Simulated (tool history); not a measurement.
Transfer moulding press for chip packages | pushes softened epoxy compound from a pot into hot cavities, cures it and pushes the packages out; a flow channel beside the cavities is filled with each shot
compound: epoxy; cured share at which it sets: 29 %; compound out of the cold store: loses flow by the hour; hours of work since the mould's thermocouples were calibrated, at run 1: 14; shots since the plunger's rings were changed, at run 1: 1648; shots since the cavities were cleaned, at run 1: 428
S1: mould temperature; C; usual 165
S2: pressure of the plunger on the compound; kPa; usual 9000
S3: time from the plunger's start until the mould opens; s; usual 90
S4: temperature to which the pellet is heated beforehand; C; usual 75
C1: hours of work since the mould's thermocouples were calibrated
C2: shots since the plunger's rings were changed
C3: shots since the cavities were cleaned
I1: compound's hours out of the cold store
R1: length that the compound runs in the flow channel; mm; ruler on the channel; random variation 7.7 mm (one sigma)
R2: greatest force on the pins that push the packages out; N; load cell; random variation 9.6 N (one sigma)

run    hour   S1     S2   S3  S4   C1    C2   C3    I1   R1   R2
  1     0.0  165   9000   90  75   14  1648  428  32.4  801  623
        9.6  -- cavities cleaned with cleaning compound and waxed
  2    51.1  165   9000   90  75   36  2103  380  15.7  876  663
       69.5  -- cavities cleaned with cleaning compound and waxed
  3   108.6  165   9000   90  75   60  2618  359  10.0  864  648
      130.0  -- cavities cleaned with cleaning compound and waxed
  4   169.1  165   9000   90  75   85  3160  359  27.8  800  605
      186.5  -- cavities cleaned with cleaning compound and waxed
  5   220.3  165   9760   90  75  107  3617  311  37.0  791  612
      241.8  -- cavities cleaned with cleaning compound and waxed
  6   255.4  165   9760   90  75  121  3926  125  32.4  808  499
      297.4  -- cavities cleaned with cleaning compound and waxed
  7   312.3  165   9760   90  75  145  4435  137  20.4  848  521
  8   346.7  170   9000   90  75  160  4751  453  17.3  796  498
      352.3  -- cavities cleaned with cleaning compound and waxed
      409.2  -- cavities cleaned with cleaning compound and waxed
  9   425.0  165  10820   90  75  193  5443  145  30.3  825  493
 10   456.5  167   9000   90  75  206  5732  434  36.5  730  558
      465.9  -- cavities cleaned with cleaning compound and waxed
 11   511.0  165   9000   90  75  229  6219  414   9.4  827  712
      517.2  -- plunger's sealing rings changed
      525.5  -- cavities cleaned with cleaning compound and waxed
      583.6  -- cavities cleaned with cleaning compound and waxed
 12   590.0  165   9000   90  75  261   641   59  43.4  782  456
      595.2  -- mould's thermocouples calibrated
      643.9  -- cavities cleaned with cleaning compound and waxed
 13   643.9  165   9000   90  75   20  1104    0  43.4  777  412
 14   690.4  165   9000   90  75   40  1531  427  36.2  806  641
      702.3  -- cavities cleaned with cleaning compound and waxed
 15   731.0  165   9000   90  75   57  1891  264  10.1  897  615
      758.4  -- cavities cleaned with cleaning compound and waxed
 16   765.3  172   9000   90  78   71  2192   63  31.6  778  319
 17   802.3  172   9000   90  78   87  2532  403  34.0  750  454
      816.6  -- cavities cleaned with cleaning compound and waxed
 18   844.8  171   9540  106  82  105  2909  259  26.3  812  374
      871.8  -- cavities cleaned with cleaning compound and waxed
 19   890.6  158  10680   90  75  124  3316  173  28.5  899  988
      926.7  -- cavities cleaned with cleaning compound and waxed
 20   937.7  162   7910   90  75  144  3735  101  36.3  722  630
      984.4  -- cavities cleaned with cleaning compound and waxed
 21   988.2  168   9840   90  69  165  4185   35  32.5  803  368
 22  1019.2  165   7020   90  75  178  4470  320  45.3  649  572
     1034.1  -- mould's thermocouples calibrated, once more
     1046.2  -- cavities cleaned with cleaning compound and waxed
 23  1071.0  161   8090  125  71   15  4914  228  46.2  707  399
     1106.7  -- cavities cleaned with cleaning compound and waxed
 24  1133.0  165   8660   90  75   41  5470  242  26.6  757  577
     1162.1  -- cavities cleaned with cleaning compound and waxed
 25  1194.9  165   8660   77  75   67  6025  302  38.3  709  895

Forecast each of these 3 alternatives for the next run:
     1217.6  -- cavities cleaned with cleaning compound and waxed
     1223.5  -- plunger's sealing rings changed
  A  1261.9  170  9000  102  75  95  352  384   9.7   ?   ?
     1217.6  -- cavities cleaned with cleaning compound and waxed
     1223.5  -- plunger's sealing rings changed
  B  1261.9  165  9000  124  75  95  352  384  12.0   ?   ?
     1217.6  -- cavities cleaned with cleaning compound and waxed
     1223.5  -- plunger's sealing rings changed
  C  1261.9  165  9300   90  75  95  352  384  18.3   ?   ?

run   R1   R2
  A  879  432
  B  894  425
  C  901  664
Without the tool's hidden state the same runs would have given:
run   R1   R2
  A  886  280
  B  901  279
  C  909  435
